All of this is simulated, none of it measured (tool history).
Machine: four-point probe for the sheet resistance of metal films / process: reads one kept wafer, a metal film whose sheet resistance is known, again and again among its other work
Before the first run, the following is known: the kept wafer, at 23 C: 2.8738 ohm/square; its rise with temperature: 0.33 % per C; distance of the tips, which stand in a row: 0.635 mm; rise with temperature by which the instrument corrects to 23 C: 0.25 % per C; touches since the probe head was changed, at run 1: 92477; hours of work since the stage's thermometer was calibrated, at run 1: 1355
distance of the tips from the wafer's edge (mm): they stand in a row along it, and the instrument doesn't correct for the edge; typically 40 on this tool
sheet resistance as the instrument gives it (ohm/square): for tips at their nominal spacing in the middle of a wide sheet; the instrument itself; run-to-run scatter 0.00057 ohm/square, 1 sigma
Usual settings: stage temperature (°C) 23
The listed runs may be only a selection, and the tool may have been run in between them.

| run | hour | stage temperature (°C) | distance of the tips from the wafer's edge (mm) | touches since the probe head was changed | hours of work since the stage's thermometer was calibrated | sheet resistance as the instrument gives it (ohm/square) |
|---|---|---|---|---|---|---|
| 1 | 0.0 | 23 | 40 | 92477 | 1355 | 2.874782 |
| 2 | 60.8 | 23 | 40 | 95688 | 1399 | 2.874759 |
| 3 | 85.9 | 23 | 40 | 97014 | 1417 | 2.874576 |
| 4 | 115.9 | 23 | 40 | 98597 | 1438 | 2.873358 |
| 5 | 176.0 | 23 | 40 | 101765 | 1481 | 2.874578 |
| 6 | 204.0 | 23 | 40 | 103244 | 1501 | 2.874317 |
| 7 | 236.4 | 23 | 40 | 104958 | 1525 | 2.874136 |
| 8 | 270.0 | 23 | 43 | 106730 | 1549 | 2.874859 |
| 9 | 307.8 | 21 | 43 | 108726 | 1576 | 2.870223 |
| 10 | 357.5 | 23 | 40 | 111349 | 1611 | 2.874938 |
| 11 | 383.9 | 23 | 40 | 112743 | 1630 | 2.873655 |
| 12 | 420.8 | 23 | 40 | 114689 | 1657 | 2.873972 |
| 13 | 451.4 | 23 | 40 | 116302 | 1679 | 2.875716 |
| 14 | 491.1 | 20 | 40 | 118400 | 1707 | 2.868351 |
| 15 | 534.9 | 23 | 40 | 120713 | 1738 | 2.874332 |
| 16 | 565.0 | 23 | 40 | 122298 | 1760 | 2.874034 |
| 17 | 597.0 | 23 | 40 | 123991 | 1783 | 2.874652 |
| 18 | 658.0 | 18 | 40 | 127212 | 1827 | 2.862014 |
| 19 | 712.2 | 19 | 46 | 130069 | 1865 | 2.865912 |
| 20 | 760.7 | 31 | 4 | 132630 | 1900 | 2.929628 |
| 21 | 816.0 | 25 | 37 | 135551 | 1940 | 2.878707 |
| 22 | 845.4 | 34 | 14 | 137103 | 1961 | 2.900482 |
| 23 | 893.0 | 34 | 14 | 139616 | 1995 | 2.901086 |
| 24 | 920.7 | 20 | 5 | 141079 | 2015 | 2.892484 |
| 25 | 981.4 | 23 | 18 | 144283 | 2058 | 2.876378 |
| 26 | 1030.6 | 31 | 14 | 146877 | 2093 | 2.895342 |
|  | 1034.8 | stage's thermometer calibrated |
| 27 | 1071.3 | 31 | 14 | 149001 | 26 | 2.894802 |
| 28 | 1124.8 | 31 | 14 | 151825 | 64 | 2.895352 |
| 29 | 1151.2 | 31 | 14 | 153219 | 83 | 2.894976 |
| 30 | 1193.1 | 25 | 50 | 155431 | 113 | 2.878918 |
| 31 | 1234.4 | 25 | 50 | 157608 | 143 | 2.879168 |
| 32 | 1283.9 | 25 | 50 | 160222 | 178 | 2.878764 |
| 33 | 1314.4 | 25 | 50 | 161831 | 200 | 2.878918 |
| 34 | 1340.2 | 31 | 18 | 163192 | 219 | 2.893831 |
|  | 1364.7 | new probe head fitted |
| 35 | 1391.2 | 31 | 18 | 1400 | 254 | 2.893061 |
| 36 | 1434.6 | 34 | 41 | 3687 | 285 | 2.898002 |

Alternative continuations, all from the tool just after run 36; predict every row:
| A | 1463.0 | 27 | 40 | 5189 | 306 | ? |
| B | 1463.0 | 33 | 12 | 5189 | 306 | ? |
| C | 1463.0 | 31 | 15 | 5189 | 306 | ? |

| run | sheet resistance as the instrument gives it (ohm/square) |
|---|---|
| A | 2.882638 |
| B | 2.900491 |
| C | 2.893267 |
Stripped of hidden state, with their random variation kept, the same runs would have yielded:
| run | sheet resistance as the instrument gives it (ohm/square) |
|---|---|
| A | 2.882665 |
| B | 2.900518 |
| C | 2.893294 |
